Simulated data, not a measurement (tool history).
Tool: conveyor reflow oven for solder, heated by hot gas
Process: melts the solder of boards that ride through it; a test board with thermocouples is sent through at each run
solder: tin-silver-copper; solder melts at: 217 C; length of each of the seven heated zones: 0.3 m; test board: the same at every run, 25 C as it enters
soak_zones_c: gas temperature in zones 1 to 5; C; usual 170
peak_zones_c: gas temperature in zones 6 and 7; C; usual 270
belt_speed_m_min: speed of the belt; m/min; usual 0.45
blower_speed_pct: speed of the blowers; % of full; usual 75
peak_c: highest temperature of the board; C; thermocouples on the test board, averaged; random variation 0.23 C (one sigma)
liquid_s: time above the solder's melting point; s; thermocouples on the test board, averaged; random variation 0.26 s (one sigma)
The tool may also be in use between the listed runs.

run,day,soak_zones_c,peak_zones_c,belt_speed_m_min,blower_speed_pct,peak_c,liquid_s
1,0,170,270,0.45,75,247.4,52.7
2,1.258,170,270,0.45,75,247.2,52.1
3,2.458,170,270,0.45,75,246.7,52.6
4,3.312,170,270,0.45,75,247,51.3
5,4.221,170,270,0.45,56,241,45.2
# day 4.954: flux residue cleaned out of gas plates and filters
6,5.012,170,270,0.45,75,248.4,54.7
7,6.254,170,270,0.45,75,248.9,54.5
8,6.867,170,270,0.45,75,248.7,54.5
9,8.1,170,270,0.45,75,248.4,54
10,9.304,170,272,0.45,75,249.6,55.5
11,10.312,170,272,0.45,75,249.5,55.3
12,11.446,170,272,0.45,75,249.4,55.1
# day 11.692: belt drive overhauled, speed set with a stopwatch
13,12.425,170,272,0.45,75,249.4,55.7
14,13.129,170,272,0.45,75,249.3,54.6
15,13.858,170,272,0.45,75,249.6,55.1
# day 14.775: belt drive overhauled, speed set with a stopwatch, once more
16,15.1,170,272,0.45,76,248.8,53.4
17,16.096,159,277,0.442,54,243.6,44.9
18,16.721,159,277,0.442,54,243,44.5
19,17.471,159,277,0.442,54,243.4,44.6
# day 18.558: flux residue cleaned out of gas plates and filters
20,18.558,174,270,0.45,75,249,56.1
21,19.779,174,270,0.45,75,249.5,55.9
22,20.721,174,270,0.45,75,249.4,56.3
23,21.896,156,278,0.43,75,254,56.4
24,22.55,156,278,0.43,75,254.1,56.6
25,23.521,183,270,0.39,75,255.5,75.6
26,24.538,159,262,0.45,90,242.5,45.1
27,25.721,159,262,0.45,90,242.5,44.7
28,26.475,167,261,0.505,50,226.8,19.2
29,27.267,167,261,0.505,50,226.5,19.1
30,27.946,170,270,0.372,75,254.6,72.6
31,28.758,170,270,0.43,67,247.3,54.6

3 ways to go on from here, each from the tool as it stands after run 31. What would each give?
A,29.779,172,270,0.423,63,?,?
B,29.779,169,281,0.487,75,?,?
C,29.779,175,283,0.43,73,?,?

run,peak_c,liquid_s
A,247.3,56.2
B,252.4,51.2
C,260.2,67.7
Without the tool's hidden state the same runs would have given:
run,peak_c,liquid_s
A,248.1,57.3
B,253.8,52.4
C,261.2,68.4
